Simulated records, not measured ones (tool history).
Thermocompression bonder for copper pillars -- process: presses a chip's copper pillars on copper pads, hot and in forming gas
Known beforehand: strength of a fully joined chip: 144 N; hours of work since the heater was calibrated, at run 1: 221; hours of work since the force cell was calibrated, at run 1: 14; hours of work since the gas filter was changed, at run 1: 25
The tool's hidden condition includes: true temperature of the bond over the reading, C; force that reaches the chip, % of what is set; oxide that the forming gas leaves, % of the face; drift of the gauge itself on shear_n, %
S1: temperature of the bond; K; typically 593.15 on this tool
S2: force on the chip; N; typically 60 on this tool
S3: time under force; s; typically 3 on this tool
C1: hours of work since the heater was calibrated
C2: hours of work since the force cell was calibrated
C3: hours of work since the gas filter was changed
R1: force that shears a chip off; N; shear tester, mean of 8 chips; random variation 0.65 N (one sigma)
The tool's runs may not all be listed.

run   hour      S1  S2  S3   C1  C2  C3    R1
  1      0  593.15  60   3  221  14  25  53.8
  2    8.8  593.15  60   3  224  18  28  53.5
  3   22.3  593.15  60   3  230  23  34  52.9
  4     36  593.15  60   3  236  29  39  53.9
      38.7  -- force cell calibrated
  5   49.7  593.15  60   3  241   5  44  52.9
  6   60.9  593.15  60   3  245   9  49  53.8
      65.1  -- force cell calibrated, once more
  7   75.8  622.15  60   3  251   4  54  67.4
  8   81.5  592.15  37   3  253   7  57  36.9
  9   91.6  592.15  37   3  257  11  61  36.6
 10    100  619.15  60   5  261  14  64  78.4
 11  112.7  572.15  52   8  266  20  69  58.5

Forecast each of these 4 alternatives for the next run:
  A  123.2  588.15  71   3  270  24  74   ?
  B  123.2  572.15  52   5  270  24  74   ?
  C  123.2  610.15  60   3  270  24  74   ?
  D  123.2  593.15  60   3  270  24  74   ?

run    R1
  A  57.2
  B  49.1
  C    61
  D  54.8
Had the tool no hidden state, the same runs would have come out as:
run    R1
  A  56.2
  B  48.1
  C  60.1
  D  53.9

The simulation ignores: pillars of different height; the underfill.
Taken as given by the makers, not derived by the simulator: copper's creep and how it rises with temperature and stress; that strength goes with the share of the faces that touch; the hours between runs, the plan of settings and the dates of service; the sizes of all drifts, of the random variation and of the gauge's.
